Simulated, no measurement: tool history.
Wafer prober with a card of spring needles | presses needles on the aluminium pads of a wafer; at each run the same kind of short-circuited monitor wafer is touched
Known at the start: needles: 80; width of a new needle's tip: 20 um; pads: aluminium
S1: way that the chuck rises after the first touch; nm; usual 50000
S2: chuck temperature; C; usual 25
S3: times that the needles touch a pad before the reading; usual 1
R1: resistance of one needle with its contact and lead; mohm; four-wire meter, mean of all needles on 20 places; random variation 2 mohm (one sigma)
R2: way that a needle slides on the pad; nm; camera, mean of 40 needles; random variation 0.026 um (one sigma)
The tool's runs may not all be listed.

| run | day | S1 | S2 | S3 | R1 | R2 |
|---|---|---|---|---|---|---|
| 1 | 0 | 50000 | 25 | 1 | 234 | 9190 |
|  | 0.354 | tips cleaned on abrasive film |
|  | 0.712 | tips cleaned on abrasive film |
|  | 1.067 | tips cleaned on abrasive film |
|  | 1.421 | tips cleaned on abrasive film |
| 2 | 1.5 | 50000 | 25 | 1 | 249 | 9140 |
|  | 1.712 | tips cleaned on abrasive film |
|  | 2.008 | height of the first contact set anew |
|  | 2.083 | tips cleaned on abrasive film |
|  | 2.438 | tips cleaned on abrasive film |
| 3 | 2.467 | 50000 | 25 | 1 | 244 | 8930 |
|  | 2.754 | tips cleaned on abrasive film |
|  | 3.108 | tips cleaned on abrasive film |
|  | 3.446 | tips cleaned on abrasive film |
| 4 | 3.446 | 52000 | 25 | 1 | 225 | 9230 |
|  | 3.733 | tips cleaned on abrasive film |
|  | 4.088 | tips cleaned on abrasive film |
|  | 4.312 | height of the first contact set anew, once more |
|  | 4.454 | tips cleaned on abrasive film |
|  | 4.742 | tips cleaned on abrasive film |
| 5 | 5.008 | 52000 | 25 | 1 | 271 | 10100 |
|  | 5.083 | tips cleaned on abrasive film |
|  | 5.442 | tips cleaned on abrasive film |
|  | 5.783 | tips cleaned on abrasive film |
| 6 | 5.783 | 52000 | 25 | 1 | 229 | 10040 |
|  | 6.138 | tips cleaned on abrasive film |
|  | 6.492 | tips cleaned on abrasive film |
|  | 6.779 | tips cleaned on abrasive film |
|  | 7.079 | tips cleaned on abrasive film |
| 7 | 7.079 | 52000 | 25 | 1 | 224 | 9870 |
|  | 7.433 | tips cleaned on abrasive film |
|  | 7.788 | tips cleaned on abrasive film |
|  | 8.142 | tips cleaned on abrasive film |
| 8 | 8.338 | 52000 | 25 | 1 | 265 | 9830 |
|  | 8.483 | tips cleaned on abrasive film |
|  | 8.838 | tips cleaned on abrasive film |
|  | 9.183 | tips cleaned on abrasive film |
| 9 | 9.183 | 50000 | 93 | 1 | 250 | 9400 |
|  | 9.542 | tips cleaned on abrasive film |
|  | 9.896 | tips cleaned on abrasive film |
| 10 | 10.021 | 50000 | 93 | 1 | 274 | 9380 |
|  | 10.233 | tips cleaned on abrasive film |
|  | 10.592 | tips cleaned on abrasive film |
|  | 10.946 | tips cleaned on abrasive film |
|  | 11.3 | tips cleaned on abrasive film |
| 11 | 11.529 | 50000 | 93 | 1 | 294 | 9260 |
|  | 11.604 | tips cleaned on abrasive film |
|  | 11.958 | tips cleaned on abrasive film |
|  | 12.312 | tips cleaned on abrasive film |
| 12 | 12.417 | 50000 | 93 | 1 | 271 | 9270 |
|  | 12.633 | tips cleaned on abrasive film |
|  | 12.988 | tips cleaned on abrasive film |
|  | 13.346 | tips cleaned on abrasive film |
| 13 | 13.433 | 50000 | 26 | 1 | 257 | 9180 |
|  | 13.65 | tips cleaned on abrasive film |
|  | 14.004 | tips cleaned on abrasive film |
|  | 14.358 | tips cleaned on abrasive film |
|  | 14.712 | tips cleaned on abrasive film |
|  | 14.938 | height of the first contact set anew |
| 14 | 14.946 | 38000 | 30 | 2 | 280 | 7350 |
|  | 15.021 | tips cleaned on abrasive film |
|  | 15.379 | tips cleaned on abrasive film |
|  | 15.733 | tips cleaned on abrasive film |
| 15 | 15.992 | 38000 | 30 | 3 | 268 | 7320 |
|  | 16.067 | tips cleaned on abrasive film |
|  | 16.421 | tips cleaned on abrasive film |
|  | 16.775 | tips cleaned on abrasive film |
|  | 17.125 | tips cleaned on abrasive film |
|  | 17.412 | tips cleaned on abrasive film |
| 16 | 17.508 | 31000 | 85 | 1 | 327 | 5860 |
|  | 17.725 | tips cleaned on abrasive film |
|  | 18.079 | tips cleaned on abrasive film |
|  | 18.396 | tips cleaned on abrasive film |
| 17 | 18.396 | 31000 | 85 | 1 | 274 | 5830 |
|  | 18.746 | tips cleaned on abrasive film |
|  | 19.104 | tips cleaned on abrasive film |
|  | 19.458 | tips cleaned on abrasive film |
| 18 | 19.692 | 31000 | 45 | 1 | 359 | 5740 |
|  | 19.767 | tips cleaned on abrasive film |
|  | 20.054 | tips cleaned on abrasive film |
|  | 20.408 | tips cleaned on abrasive film |
|  | 20.696 | tips cleaned on abrasive film |
|  | 21.046 | tips cleaned on abrasive film |
| 19 | 21.275 | 50000 | 59 | 3 | 255 | 9350 |
|  | 21.35 | tips cleaned on abrasive film |
|  | 21.704 | tips cleaned on abrasive film |
|  | 22.046 | tips cleaned on abrasive film |
| 20 | 22.046 | 50000 | 59 | 3 | 238 | 9320 |
|  | 22.4 | tips cleaned on abrasive film |
|  | 22.729 | tips cleaned on abrasive film |
| 21 | 22.729 | 50000 | 59 | 3 | 240 | 9280 |
|  | 23.088 | tips cleaned on abrasive film |
|  | 23.438 | tips cleaned on abrasive film |
| 22 | 23.642 | 50000 | 59 | 3 | 255 | 9220 |
|  | 23.788 | tips cleaned on abrasive film |
|  | 24.071 | tips cleaned on abrasive film |
|  | 24.429 | tips cleaned on abrasive film |
|  | 24.783 | tips cleaned on abrasive film |
|  | 25.071 | tips cleaned on abrasive film |
| 23 | 25.283 | 50000 | 25 | 2 | 269 | 9070 |
|  | 25.354 | tips cleaned on abrasive film |
|  | 25.579 | height of the first contact set anew |
|  | 25.654 | tips cleaned on abrasive film |
|  | 26.008 | tips cleaned on abrasive film |
| 24 | 26.154 | 50000 | 101 | 1 | 282 | 9630 |
|  | 26.3 | tips cleaned on abrasive film |
|  | 26.654 | tips cleaned on abrasive film |
|  | 27.004 | tips cleaned on abrasive film |
| 25 | 27.025 | 70000 | 41 | 1 | 226 | 13450 |
|  | 27.308 | tips cleaned on abrasive film |
|  | 27.667 | tips cleaned on abrasive film |
|  | 27.95 | tips cleaned on abrasive film |
|  | 28.308 | tips cleaned on abrasive film |
| 26 | 28.467 | 59000 | 25 | 1 | 256 | 11260 |

5 ways to go on from here, each from the tool as it stands after run 26. What would each give?
|  | 28.612 | tips cleaned on abrasive film |
|  | 28.967 | tips cleaned on abrasive film |
|  | 29.254 | tips cleaned on abrasive film |
| A | 29.467 | 59000 | 70 | 2 | ? | ? |
|  | 28.612 | tips cleaned on abrasive film |
|  | 28.967 | tips cleaned on abrasive film |
|  | 29.254 | tips cleaned on abrasive film |
| B | 29.467 | 59000 | 109 | 1 | ? | ? |
|  | 28.612 | tips cleaned on abrasive film |
|  | 28.967 | tips cleaned on abrasive film |
|  | 29.254 | tips cleaned on abrasive film |
| C | 29.467 | 36000 | 106 | 1 | ? | ? |
|  | 28.612 | tips cleaned on abrasive film |
|  | 28.967 | tips cleaned on abrasive film |
|  | 29.254 | tips cleaned on abrasive film |
| D | 29.467 | 61000 | 25 | 1 | ? | ? |
|  | 28.612 | tips cleaned on abrasive film |
|  | 28.967 | tips cleaned on abrasive film |
|  | 29.254 | tips cleaned on abrasive film |
| E | 29.467 | 41000 | 33 | 1 | ? | ? |

| run | R1 | R2 |
|---|---|---|
| A | 256 | 11210 |
| B | 278 | 11230 |
| C | 347 | 6770 |
| D | 263 | 11620 |
| E | 307 | 7680 |
Without the tool's hidden state the same runs would have given:
| run | R1 | R2 |
|---|---|---|
| A | 229 | 11420 |
| B | 239 | 11440 |
| C | 251 | 6980 |
| D | 222 | 11820 |
| E | 225 | 7890 |
